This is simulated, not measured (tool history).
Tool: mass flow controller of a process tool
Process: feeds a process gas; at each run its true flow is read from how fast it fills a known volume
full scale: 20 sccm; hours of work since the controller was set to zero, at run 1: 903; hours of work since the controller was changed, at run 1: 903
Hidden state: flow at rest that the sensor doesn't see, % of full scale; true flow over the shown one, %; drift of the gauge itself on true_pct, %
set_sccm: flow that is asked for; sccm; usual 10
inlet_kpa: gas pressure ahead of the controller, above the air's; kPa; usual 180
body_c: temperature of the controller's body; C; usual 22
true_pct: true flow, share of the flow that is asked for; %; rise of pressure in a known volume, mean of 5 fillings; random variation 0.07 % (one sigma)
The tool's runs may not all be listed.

run,hour,set_sccm,inlet_kpa,body_c,hours of work since the controller was set to zero,hours of work since the controller was changed,true_pct
1,0,10,180,22,903,903,98.26
2,49.2,10,180,22,924,924,98.15
3,126.1,10,180,22,957,957,98.17
4,187.7,10,239,22,983,983,97.98
5,223,10,214,22,998,998,98.12
6,271.2,10,214,22,1019,1019,98.02
7,310.5,10,180,27,1036,1036,98.55
8,392.6,10,182,22,1071,1071,98.16
9,454.9,10,182,22,1098,1098,98.25
10,503.4,8,180,22,1118,1118,97.68
11,558,8,180,22,1142,1142,97.81
12,614.2,10,180,22,1166,1166,98.23
13,669.3,10,180,22,1189,1189,98.22
14,723,7,180,22,1212,1212,97.4
15,801.9,7,180,22,1246,1246,97.48
16,869.7,7,180,22,1275,1275,97.37
17,925.6,8,180,22,1299,1299,97.66
18,989.3,8,180,22,1326,1326,97.68
19,1034.7,10,180,31,1346,1346,98.84
20,1078.8,10,180,22,1365,1365,98.26
21,1135.1,10,180,22,1389,1389,98.21
22,1211.1,10,167,22,1421,1421,98.43
23,1268.7,10,167,22,1446,1446,98.29
24,1331.1,10,167,29,1473,1473,98.7
25,1398.7,11,180,24,1502,1502,98.43
26,1447.3,11,180,24,1523,1523,98.69
27,1507.2,2,218,22,1548,1548,93.71
28,1540.7,10,242,22,1563,1563,97.98
29,1586.2,3,165,22,1582,1582,95.23
# hour 1593.4: controller's zero set anew
30,1636.2,5,180,22,18,1603,96.09
31,1686,10,254,36,40,1625,98.48
32,1741.8,7,149,34,64,1649,97.92
# hour 1764.6: controller's zero set anew, once more
33,1781.9,7,149,34,7,1666,99.43
34,1840.2,19,170,38,32,1690,101.55
35,1909.8,4,170,35,62,1720,98.77
36,1943.8,4,170,35,77,1735,98.63
37,2015,4,170,35,107,1765,98.78
38,2094.4,8,180,22,141,1799,98.77
39,2176.6,10,246,28,176,1835,99.09
40,2238.6,10,246,28,203,1861,99.16
41,2319.2,4,219,26,238,1896,97.88
42,2360.7,4,219,26,255,1913,97.84
43,2437.8,4,219,26,288,1946,97.97
44,2518.8,7,204,26,323,1981,98.63
45,2567.3,10,266,23,344,2002,98.87
46,2607.4,10,266,23,361,2019,98.79
47,2684.5,10,266,23,394,2052,98.77
48,2741.7,10,266,23,419,2077,98.72

4 ways to go on from here, each from the tool as it stands after run 48. What would each give?
A,2811.1,5,266,31,448,2106,?
B,2811.1,10,180,20,448,2106,?
C,2811.1,3,164,21,448,2106,?
D,2811.1,9,149,37,448,2106,?

run,true_pct
A,98.13
B,98.84
C,97.17
D,99.95
Without the tool's hidden state the same runs would have given:
run,true_pct
A,97.53
B,97.98
C,96.91
D,99.11
